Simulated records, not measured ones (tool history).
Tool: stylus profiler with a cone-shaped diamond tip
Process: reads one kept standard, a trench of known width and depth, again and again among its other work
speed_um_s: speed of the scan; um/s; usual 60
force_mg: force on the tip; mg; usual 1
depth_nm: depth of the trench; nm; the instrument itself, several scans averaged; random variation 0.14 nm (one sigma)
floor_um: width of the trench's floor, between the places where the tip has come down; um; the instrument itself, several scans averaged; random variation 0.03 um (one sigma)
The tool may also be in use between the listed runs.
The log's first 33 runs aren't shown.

run,hour,speed_um_s,force_mg,scans with this tip,hours of work since the height scale was calibrated,depth_nm,floor_um
34,2110,58,1.96,10702,1486,504.47,47.05
35,2173.2,29,0.62,10970,1523,501.94,47.09
36,2235.5,29,0.62,11235,1560,501.95,47.03
37,2316.3,152,0.63,11579,1607,502.09,45.87
38,2381.6,152,0.63,11856,1646,502.02,45.95
39,2433.2,16,0.59,12075,1676,502.01,47.19
40,2480.6,16,0.59,12276,1704,501.97,47.17
41,2515.1,45,2.75,12423,1725,505.3,47.12
42,2595.8,39,0.55,12766,1772,501.87,46.91
43,2635.7,39,2.04,12935,1796,504.72,47.06
44,2673.5,39,2.04,13096,1818,504.53,47.12
45,2743.8,24,2.04,13394,1859,504.48,47.22
46,2791.8,24,2.04,13598,1888,504.67,47.17
47,2855.2,106,1.89,13867,1925,504.33,46.7

Forecast each of these 3 alternatives for the next run:
A,2932.8,177,1.64,14197,1971,?,?
B,2932.8,15,2.04,14197,1971,?,?
C,2932.8,106,1.53,14197,1971,?,?

run,depth_nm,floor_um
A,503.91,46.32
B,504.63,47.29
C,503.72,46.66
Without the tool's hidden state the same runs would have given:
run,depth_nm,floor_um
A,503.94,46.36
B,504.66,47.33
C,503.75,46.7

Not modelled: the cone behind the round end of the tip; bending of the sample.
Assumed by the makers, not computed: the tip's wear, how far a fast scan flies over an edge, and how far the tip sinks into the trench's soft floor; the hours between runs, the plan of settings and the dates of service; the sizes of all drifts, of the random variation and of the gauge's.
